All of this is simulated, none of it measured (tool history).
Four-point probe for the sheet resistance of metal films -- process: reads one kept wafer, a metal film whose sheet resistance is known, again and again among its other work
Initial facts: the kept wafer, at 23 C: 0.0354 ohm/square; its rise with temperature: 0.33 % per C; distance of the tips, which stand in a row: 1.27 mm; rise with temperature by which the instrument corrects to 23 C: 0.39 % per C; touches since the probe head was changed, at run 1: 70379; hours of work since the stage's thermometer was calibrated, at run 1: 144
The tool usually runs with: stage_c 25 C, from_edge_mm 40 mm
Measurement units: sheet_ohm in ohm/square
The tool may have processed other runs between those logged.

run	day	stage_c	from_edge_mm	touches since the probe head was changed	hours of work since the stage's thermometer was calibrated	sheet_ohm
1	0.000	25	40	70379	144	0.035357
2	0.433	25	40	70991	151	0.035373
3	0.979	25	40	71762	160	0.035375
4	1.342	25	40	72279	166	0.035377
5	1.879	32	40	73037	174	0.035222
6	2.467	32	40	73871	184	0.035236
7	3.112	32	42	74783	194	0.035237
8	3.850	32	42	75825	206	0.035220
9	4.612	32	42	76907	218	0.035211
10	5.029	32	42	77497	225	0.035223
11	5.679	25	11	78416	236	0.035595
12	6.021	25	11	78897	241	0.035597
13	6.629	25	11	79758	251	0.035596
14	7.004	25	6	80290	257	0.036175
15	7.442	25	6	80909	264	0.036186
16	7.883	22	23	81532	271	0.035475
17	8.358	22	23	82204	279	0.035480
# day 8.538: new probe head fitted
18	9.154	30	25	874	291	0.035301
19	9.958	32	16	2011	304	0.035326
20	10.575	28	7	2881	314	0.035923
21	11.079	26	23	3594	322	0.035407
22	11.738	26	23	4526	333	0.035391
23	12.225	21	15	5213	341	0.035587
24	12.929	28	17	6213	352	0.035402
25	13.612	21	6	7178	363	0.036275
26	14.021	21	6	7757	370	0.036277
27	14.538	21	6	8488	378	0.036276
28	15.079	33	14	9254	387	0.035356
29	15.658	27	3	10075	396	0.038389

Here are 4 independent what-if runs from the current tool condition. What would each one return?
A	16.308	26	24	10990	407	?
B	16.308	27	3	10990	407	?
C	16.308	31	3	10990	407	?
D	16.308	25	12	10990	407	?

run	sheet_ohm
A	0.035383
B	0.038390
C	0.038309
D	0.035557
What these runs would have given with no unlogged condition in the tool:
run	sheet_ohm
A	0.035386
B	0.038393
C	0.038312
D	0.035561
